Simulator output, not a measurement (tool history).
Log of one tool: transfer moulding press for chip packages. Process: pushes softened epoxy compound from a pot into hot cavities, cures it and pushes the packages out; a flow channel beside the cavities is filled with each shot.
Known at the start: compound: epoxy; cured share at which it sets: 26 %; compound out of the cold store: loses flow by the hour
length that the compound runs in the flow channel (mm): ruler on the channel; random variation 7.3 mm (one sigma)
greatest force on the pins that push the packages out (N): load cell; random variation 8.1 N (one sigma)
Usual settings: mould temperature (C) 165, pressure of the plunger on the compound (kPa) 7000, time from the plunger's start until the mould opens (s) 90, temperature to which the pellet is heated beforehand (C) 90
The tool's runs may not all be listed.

run   hour  mould temperature (C)  pressure of the plunger on the compound (kPa)  time from the plunger's start until the mould opens (s)  temperature to which the pellet is heated beforehand (C)  incoming compound's hours out of the cold store  length that the compound runs in the flow channel (mm)  greatest force on the pins that push the packages out (N)
  1      0                    165                                           7000                                                       90                                                        90                                             23.2                                                     764                                                        547
  2    8.4                    165                                           7000                                                       90                                                        90                                             26.1                                                     770                                                        562
  3   20.3                    165                                           7000                                                       90                                                        90                                             41.5                                                     696                                                        558
  4   34.6                    165                                           7000                                                       90                                                        90                                             41.2                                                     686                                                        351
  5   49.2                    165                                           7000                                                       90                                                        90                                               13                                                     821                                                        451
  6   55.7                    165                                           7000                                                       90                                                        90                                             13.3                                                     829                                                        477
  7   67.9                    165                                           7000                                                       90                                                        89                                             20.3                                                     773                                                        519
  8   78.6                    165                                           7000                                                       90                                                        89                                             25.3                                                     750                                                        536
  9   93.2                    169                                           7000                                                       90                                                        89                                             12.4                                                     799                                                        479
 10  104.2                    169                                           7000                                                       90                                                        89                                             16.8                                                     793                                                        482
 11  113.5                    172                                           8270                                                       77                                                        83                                             36.2                                                     741                                                        532
 12  126.9                    158                                           6340                                                      119                                                        82                                             28.2                                                     719                                                        370
 13  132.8                    158                                           6340                                                      119                                                        82                                             10.3                                                     786                                                        417
 14  141.4                    158                                           6340                                                      119                                                        82                                             34.5                                                     673                                                        420
 15  157.2                    163                                           6310                                                      119                                                        82                                             22.8                                                     769                                                        396
 16  167.2                    172                                           7000                                                       73                                                        90                                             45.2                                                     695                                                        495
 17    178                    166                                           8080                                                      102                                                        87                                               24                                                     861                                                        464

Not shown: 3 entries that the log had between the listed runs. Between which runs, and how does the tool's hidden state differ before and after?
Between runs 3 and 4: cavities cleaned with cleaning compound and waxed (hour 31.3)
  true mould temperature over the reading, C: -0.74 -> -0.76; pressure that reaches the compound, % of what is set: 89.75 -> 89.27; grip of the stained cavities, % over clean ones': 63 -> 4.4
  measured less the result without the state, length that the compound runs in the flow channel (mm): -37 -> -39; greatest force on the pins that push the packages out (N): +226 -> +26
Between runs 11 and 12: cavities cleaned with cleaning compound and waxed (hour 120.2)
  true mould temperature over the reading, C: -0.84 -> -0.86; pressure that reaches the compound, % of what is set: 86.22 -> 85.76; grip of the stained cavities, % over clean ones': 65.1 -> 8.8
  measured less the result without the state, length that the compound runs in the flow channel (mm): -56 -> -55; greatest force on the pins that push the packages out (N): +222 -> +42
Between runs 14 and 15: plunger's sealing rings changed (hour 154.8)
  true mould temperature over the reading, C: -0.87 -> -0.89; pressure that reaches the compound, % of what is set: 85.18 -> 99.27; grip of the stained cavities, % over clean ones': 25 -> 37.2
  measured less the result without the state, length that the compound runs in the flow channel (mm): -54 -> -1; greatest force on the pins that push the packages out (N): +97 -> +110
